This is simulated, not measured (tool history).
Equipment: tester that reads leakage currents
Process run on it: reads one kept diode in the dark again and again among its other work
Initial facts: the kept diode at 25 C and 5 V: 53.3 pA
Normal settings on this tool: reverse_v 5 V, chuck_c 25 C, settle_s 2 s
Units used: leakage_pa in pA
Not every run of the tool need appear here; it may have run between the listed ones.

run 1 hour=0 | reverse_v=5 chuck_c=25 settle_s=2 | leakage_pa=58.79
run 2 hour=37.7 | reverse_v=5 chuck_c=25 settle_s=4.68 | leakage_pa=58.82
run 3 hour=70.3 | reverse_v=5 chuck_c=25 settle_s=2 | leakage_pa=59.07
run 4 hour=105.5 | reverse_v=5 chuck_c=25 settle_s=2 | leakage_pa=59.41
run 5 hour=135.5 | reverse_v=5 chuck_c=25 settle_s=2 | leakage_pa=59.73
run 6 hour=169.7 | reverse_v=5 chuck_c=25 settle_s=2 | leakage_pa=59.5
run 7 hour=200.2 | reverse_v=5 chuck_c=25 settle_s=2 | leakage_pa=59.98
run 8 hour=246.8 | reverse_v=5 chuck_c=39 settle_s=2 | leakage_pa=180.06
run 9 hour=281.3 | reverse_v=5 chuck_c=39 settle_s=2 | leakage_pa=182.02
run 10 hour=307.5 | reverse_v=5 chuck_c=39 settle_s=0.36 | leakage_pa=183.49
run 11 hour=344.4 | reverse_v=5 chuck_c=25 settle_s=9.68 | leakage_pa=60.29
run 12 hour=364.8 | reverse_v=5 chuck_c=25 settle_s=2 | leakage_pa=60.72
run 13 hour=411.7 | reverse_v=5 chuck_c=25 settle_s=2 | leakage_pa=60.89
run 14 hour=450.1 | reverse_v=5 chuck_c=25 settle_s=2 | leakage_pa=60.76
run 15 hour=483.2 | reverse_v=5 chuck_c=25 settle_s=2 | leakage_pa=61.15
run 16 hour=507.6 | reverse_v=5 chuck_c=25 settle_s=2 | leakage_pa=61.16
run 17 hour=536.4 | reverse_v=5 chuck_c=25 settle_s=2 | leakage_pa=61.53
run 18 hour=568.3 | reverse_v=5 chuck_c=25 settle_s=2 | leakage_pa=61.59
run 19 hour=590.4 | reverse_v=5 chuck_c=25 settle_s=2 | leakage_pa=61.7
run 20 hour=630.2 | reverse_v=5 chuck_c=25 settle_s=2 | leakage_pa=61.85
run 21 hour=655.7 | reverse_v=5 chuck_c=25 settle_s=2 | leakage_pa=61.99
run 22 hour=701 | reverse_v=15.58 chuck_c=38 settle_s=7.24 | leakage_pa=274.05
run 23 hour=743.9 | reverse_v=4.74 chuck_c=27 settle_s=2 | leakage_pa=71.29
run 24 hour=789.1 | reverse_v=4.74 chuck_c=27 settle_s=2 | leakage_pa=72.2
run 25 hour=820.8 | reverse_v=1.29 chuck_c=39 settle_s=5.95 | leakage_pa=109.61
run 26 hour=855.1 | reverse_v=5 chuck_c=44 settle_s=2 | leakage_pa=276.64
run 27 hour=887.6 | reverse_v=5 chuck_c=44 settle_s=2 | leakage_pa=275.24
run 28 hour=928.3 | reverse_v=5 chuck_c=44 settle_s=2 | leakage_pa=276.4
run 29 hour=961.8 | reverse_v=5 chuck_c=25 settle_s=7.63 | leakage_pa=63.27
run 30 hour=996.7 | reverse_v=1.16 chuck_c=38 settle_s=2 | leakage_pa=98.48
run 31 hour=1016.9 | reverse_v=5 chuck_c=45 settle_s=3.12 | leakage_pa=299.24
run 32 hour=1050.3 | reverse_v=10.16 chuck_c=23 settle_s=8.19 | leakage_pa=76.04
run 33 hour=1081.9 | reverse_v=5 chuck_c=31 settle_s=2 | leakage_pa=102.82
run 34 hour=1111.1 | reverse_v=5 chuck_c=49 settle_s=1.97 | leakage_pa=406.15
run 35 hour=1155.8 | reverse_v=5 chuck_c=49 settle_s=1.97 | leakage_pa=406.32

The next listed run, before its measurement:
run 36 hour=1184.5 | reverse_v=5 chuck_c=49 settle_s=1.97 | leakage_pa=?

For run 36 the tool returned leakage_pa 404.53 pA.
Were there no unlogged condition in the tool, this run, its random variation unchanged, would have produced leakage_pa 372.31 pA.

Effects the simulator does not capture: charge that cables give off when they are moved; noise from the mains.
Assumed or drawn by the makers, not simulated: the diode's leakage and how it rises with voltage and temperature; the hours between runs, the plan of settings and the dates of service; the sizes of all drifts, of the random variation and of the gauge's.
